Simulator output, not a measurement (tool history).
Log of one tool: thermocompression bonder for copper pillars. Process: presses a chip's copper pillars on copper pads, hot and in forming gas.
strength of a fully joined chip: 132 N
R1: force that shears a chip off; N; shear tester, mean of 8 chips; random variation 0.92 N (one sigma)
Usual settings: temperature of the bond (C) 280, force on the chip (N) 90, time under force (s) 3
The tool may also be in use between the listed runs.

Run 1, day 0.000: usual settings. Result: R1 76.2 N.
Run 2, day 0.696: usual settings. Result: R1 76.1 N.
Run 3, day 1.208: usual settings but force on the chip (N) 67. Result: R1 63.3 N.
Run 4, day 1.821: usual settings but force on the chip (N) 131. Result: R1 95.7 N.
Run 5, day 2.229: usual settings. Result: R1 77.5 N.
Run 6, day 3.054: usual settings. Result: R1 76.9 N.
At day 3.746: forming gas filter changed.
Run 7, day 3.925: usual settings. Result: R1 78.2 N.
Run 8, day 4.692: usual settings. Result: R1 77.3 N.
Run 9, day 5.146: usual settings but force on the chip (N) 124. Result: R1 94.9 N.
Run 10, day 5.825: usual settings but force on the chip (N) 124. Result: R1 93.4 N.
Run 11, day 6.475: usual settings but force on the chip (N) 124. Result: R1 93.3 N.
Run 12, day 7.079: usual settings but force on the chip (N) 122. Result: R1 91.9 N.
Run 13, day 7.638: usual settings but force on the chip (N) 122. Result: R1 92.6 N.
Run 14, day 8.312: usual settings but temperature of the bond (C) 262, force on the chip (N) 122. Result: R1 81.4 N.
Run 15, day 9.075: usual settings but time under force (s) 2. Result: R1 68.0 N.
Run 16, day 9.592: usual settings but time under force (s) 2. Result: R1 67.6 N.
Run 17, day 10.354: usual settings but time under force (s) 6. Result: R1 94.6 N.
Run 18, day 10.942: usual settings but time under force (s) 6. Result: R1 95.4 N.
Run 19, day 11.654: usual settings but time under force (s) 5. Result: R1 87.7 N.

The next listed run, before its measurement:
Run 20, day 12.175: usual settings but temperature of the bond (C) 266, time under force (s) 2. Result: R1 ?.

Run 20 gave R1 59.2 N.
Without the tool's hidden state the same run would have given R1 58.9 N.
